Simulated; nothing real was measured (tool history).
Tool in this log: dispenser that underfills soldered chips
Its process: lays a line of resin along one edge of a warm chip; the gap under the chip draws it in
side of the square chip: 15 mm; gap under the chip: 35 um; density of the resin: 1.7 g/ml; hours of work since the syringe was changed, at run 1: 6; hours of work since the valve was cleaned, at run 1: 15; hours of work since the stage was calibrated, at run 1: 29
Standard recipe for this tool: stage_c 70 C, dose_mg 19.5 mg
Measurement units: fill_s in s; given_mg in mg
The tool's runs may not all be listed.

run,day,stage_c,dose_mg,hours of work since the syringe was changed,hours of work since the valve was cleaned,hours of work since the stage was calibrated,fill_s,given_mg
1,0,70,19.5,6,15,29,502.3,19.37
# day 0.067: new syringe of resin
2,0.308,70,19.5,4,20,34,427.5,19.36
# day 0.504: new syringe of resin
3,0.725,70,19.5,4,27,41,419.1,19.32
# day 0.933: new syringe of resin
4,0.933,70,19.5,0,30,44,331.2,19.28
5,1.112,70,19.5,3,33,47,404.5,19.25
6,1.3,70,19.5,6,36,50,488.6,19.25
# day 1.362: new syringe of resin
7,1.742,70,19.5,6,44,58,510.8,19.2
# day 1.808: new syringe of resin
# day 1.925: dispensing valve cleaned and set on the balance
8,1.979,61,21.5,2,1,61,514.7,21.43
# day 2.283: new syringe of resin
9,2.404,78,24.7,2,8,68,273.8,24.59
10,2.6,60,23.2,5,11,71,665.4,23.07
# day 2.725: new syringe of resin
11,3.004,81,21.7,5,18,77,280.6,21.53
# day 3.167: new syringe of resin
12,3.225,66,18.9,1,21,81,417.3,18.72
13,3.521,81,21.3,6,26,86,332.5,21.12
# day 3.604: new syringe of resin
14,3.896,81,21.3,5,32,92,302.6,21.04

Each row is a separate what-if for the run after 14, all from the same tool condition, not one after another. Results?
# day 4.05: new syringe of resin
A,4.279,61,19.2,4,39,98,?,?
# day 4.05: new syringe of resin
B,4.279,63,21.3,4,39,98,?,?
# day 4.05: new syringe of resin
C,4.279,55,17.1,4,39,98,?,?
# day 4.05: new syringe of resin
D,4.279,70,18.6,4,39,98,?,?

run,fill_s,given_mg
A,594,18.92
B,554,21.04
C,790.9,16.86
D,435.5,18.38
Take away the tool's hidden state, keep each run's random variation, and the runs would have read:
run,fill_s,given_mg
A,458,19.17
B,427.7,21.32
C,608.8,17.09
D,335.9,18.62
